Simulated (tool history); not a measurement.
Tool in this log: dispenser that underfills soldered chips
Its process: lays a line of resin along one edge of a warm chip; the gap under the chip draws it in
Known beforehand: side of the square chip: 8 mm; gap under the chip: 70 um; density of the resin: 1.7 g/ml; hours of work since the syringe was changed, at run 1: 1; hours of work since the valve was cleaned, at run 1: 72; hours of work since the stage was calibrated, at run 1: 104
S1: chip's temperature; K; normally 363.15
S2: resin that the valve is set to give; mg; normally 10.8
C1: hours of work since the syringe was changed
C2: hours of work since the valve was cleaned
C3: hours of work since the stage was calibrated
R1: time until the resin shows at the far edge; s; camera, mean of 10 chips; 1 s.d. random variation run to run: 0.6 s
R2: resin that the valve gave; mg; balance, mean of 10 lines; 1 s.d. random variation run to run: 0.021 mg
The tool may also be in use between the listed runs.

| run | hour | S1 | S2 | C1 | C2 | C3 | R1 | R2 |
|---|---|---|---|---|---|---|---|---|
| 1 | 0 | 363.15 | 10.8 | 1 | 72 | 104 | 61.1 | 10.54 |
| 2 | 6.1 | 363.15 | 10.8 | 5 | 76 | 108 | 84.2 | 10.54 |
|  | 8 | new syringe of resin |
| 3 | 11.1 | 363.15 | 10.8 | 2 | 79 | 111 | 64.6 | 10.51 |
| 4 | 17.3 | 363.15 | 10.8 | 6 | 83 | 115 | 89.7 | 10.49 |
|  | 17.9 | new syringe of resin |
| 5 | 23.3 | 349.15 | 10.8 | 3 | 87 | 118 | 123 | 10.44 |
| 6 | 26.7 | 349.15 | 10.8 | 6 | 89 | 120 | 147.2 | 10.46 |
|  | 27.7 | new syringe of resin |
| 7 | 31 | 361.15 | 10.8 | 2 | 91 | 123 | 71.3 | 10.45 |
|  | 37.5 | new syringe of resin |
| 8 | 37.5 | 349.15 | 10.8 | 0 | 95 | 127 | 90.2 | 10.46 |
| 9 | 43 | 366.15 | 11.7 | 4 | 99 | 130 | 63.5 | 11.3 |
|  | 47.3 | new syringe of resin |
| 10 | 47.9 | 356.15 | 10.8 | 0 | 102 | 133 | 72.7 | 10.43 |
| 11 | 54.2 | 356.15 | 11.9 | 4 | 106 | 137 | 100.3 | 11.46 |
|  | 57.3 | new syringe of resin |
| 12 | 58.3 | 369.15 | 10.8 | 1 | 108 | 140 | 48.4 | 10.38 |
| 13 | 64 | 364.15 | 10.1 | 4 | 112 | 143 | 79.2 | 9.69 |
|  | 67.2 | new syringe of resin |
| 14 | 70 | 357.15 | 12.8 | 2 | 115 | 147 | 78 | 12.27 |
| 15 | 73.6 | 368.15 | 12.3 | 4 | 118 | 149 | 65.2 | 11.83 |
| 16 | 76.5 | 378.15 | 13.2 | 6 | 120 | 151 | 55.2 | 12.65 |

Below are 5 alternative next runs, each starting from the tool's condition after run 16. Predict each:
|  | 77.1 | new syringe of resin |
|  | 80.2 | dispensing valve cleaned and set on the balance |
| A | 82.1 | 363.15 | 12.2 | 3 | 1 | 154 | ? | ? |
|  | 77.1 | new syringe of resin |
|  | 80.2 | dispensing valve cleaned and set on the balance |
| B | 82.1 | 377.15 | 13.5 | 3 | 1 | 154 | ? | ? |
|  | 77.1 | new syringe of resin |
|  | 80.2 | dispensing valve cleaned and set on the balance |
| C | 82.1 | 378.15 | 9.4 | 3 | 1 | 154 | ? | ? |
|  | 77.1 | new syringe of resin |
|  | 80.2 | dispensing valve cleaned and set on the balance |
| D | 82.1 | 350.15 | 13.1 | 3 | 1 | 154 | ? | ? |
|  | 77.1 | new syringe of resin |
|  | 80.2 | dispensing valve cleaned and set on the balance |
| E | 82.1 | 355.15 | 10.8 | 3 | 1 | 154 | ? | ? |

| run | R1 | R2 |
|---|---|---|
| A | 67.2 | 12.3 |
| B | 40.9 | 13.57 |
| C | 42.1 | 9.47 |
| D | 106.8 | 13.21 |
| E | 92.4 | 10.88 |
With no hidden state in the tool, these same runs would have given:
| run | R1 | R2 |
|---|---|---|
| A | 51.2 | 12.22 |
| B | 31.2 | 13.49 |
| C | 32.3 | 9.42 |
| D | 81.1 | 13.13 |
| E | 70.3 | 10.81 |
